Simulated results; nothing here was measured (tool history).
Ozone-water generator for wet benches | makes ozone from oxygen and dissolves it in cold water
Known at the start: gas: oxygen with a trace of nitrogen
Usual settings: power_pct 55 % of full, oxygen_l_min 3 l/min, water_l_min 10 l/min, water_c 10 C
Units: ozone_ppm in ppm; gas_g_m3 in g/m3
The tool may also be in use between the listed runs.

run 1 day=0 | power_pct=55 oxygen_l_min=3 water_l_min=10 water_c=10 | ozone_ppm=23.7 gas_g_m3=209.2
run 2 day=3.258 | power_pct=55 oxygen_l_min=3 water_l_min=10 water_c=10 | ozone_ppm=23.2 gas_g_m3=205.8
run 3 day=9.179 | power_pct=55 oxygen_l_min=3 water_l_min=10 water_c=10 | ozone_ppm=23.3 gas_g_m3=208
run 4 day=14.933 | power_pct=55 oxygen_l_min=3 water_l_min=10 water_c=10 | ozone_ppm=23.2 gas_g_m3=206.4
run 5 day=21.988 | power_pct=55 oxygen_l_min=3 water_l_min=10 water_c=10 | ozone_ppm=23.1 gas_g_m3=206.1
run 6 day=25.662 | power_pct=55 oxygen_l_min=3 water_l_min=6 water_c=10 | ozone_ppm=32.9 gas_g_m3=205.3
run 7 day=28.979 | power_pct=55 oxygen_l_min=3 water_l_min=6 water_c=10 | ozone_ppm=33.2 gas_g_m3=204.1
-- day=29.458 water thermometer calibrated
run 8 day=34.962 | power_pct=55 oxygen_l_min=3 water_l_min=6 water_c=10 | ozone_ppm=33 gas_g_m3=205.2
run 9 day=40.808 | power_pct=55 oxygen_l_min=1.94 water_l_min=12 water_c=10 | ozone_ppm=18.6 gas_g_m3=258
run 10 day=47.996 | power_pct=55 oxygen_l_min=1.53 water_l_min=9 water_c=10 | ozone_ppm=23.7 gas_g_m3=293.9
-- day=49.254 water thermometer calibrated, once more
run 11 day=52.408 | power_pct=55 oxygen_l_min=2.63 water_l_min=11 water_c=8 | ozone_ppm=21.6 gas_g_m3=218.4
run 12 day=58.079 | power_pct=55 oxygen_l_min=3 water_l_min=10 water_c=16 | ozone_ppm=20.9 gas_g_m3=204.1
run 13 day=62.646 | power_pct=55 oxygen_l_min=3 water_l_min=7 water_c=16 | ozone_ppm=26.6 gas_g_m3=203.9
run 14 day=66.346 | power_pct=55 oxygen_l_min=3 water_l_min=14 water_c=16 | ozone_ppm=16.1 gas_g_m3=203.4
run 15 day=72.467 | power_pct=55 oxygen_l_min=3 water_l_min=8 water_c=10 | ozone_ppm=26.7 gas_g_m3=203.1
run 16 day=77.671 | power_pct=55 oxygen_l_min=3 water_l_min=8 water_c=10 | ozone_ppm=26.7 gas_g_m3=201.9

Forecast each of these 3 alternatives for the next run:
run A day=81.358 | power_pct=55 oxygen_l_min=2.82 water_l_min=10 water_c=10 | ozone_ppm=? gas_g_m3=?
run B day=81.358 | power_pct=89 oxygen_l_min=2.74 water_l_min=8 water_c=10 | ozone_ppm=? gas_g_m3=?
run C day=81.358 | power_pct=55 oxygen_l_min=3 water_l_min=10 water_c=15 | ozone_ppm=? gas_g_m3=?

run=A ozone_ppm=22.7 gas_g_m3=209.7
run=B ozone_ppm=36.9 gas_g_m3=289.9
run=C ozone_ppm=21.1 gas_g_m3=203
Without the tool's hidden state the same runs would have given:
run=A ozone_ppm=25.3 gas_g_m3=225.8
run=B ozone_ppm=42.3 gas_g_m3=321.2
run=C ozone_ppm=23.6 gas_g_m3=218.5
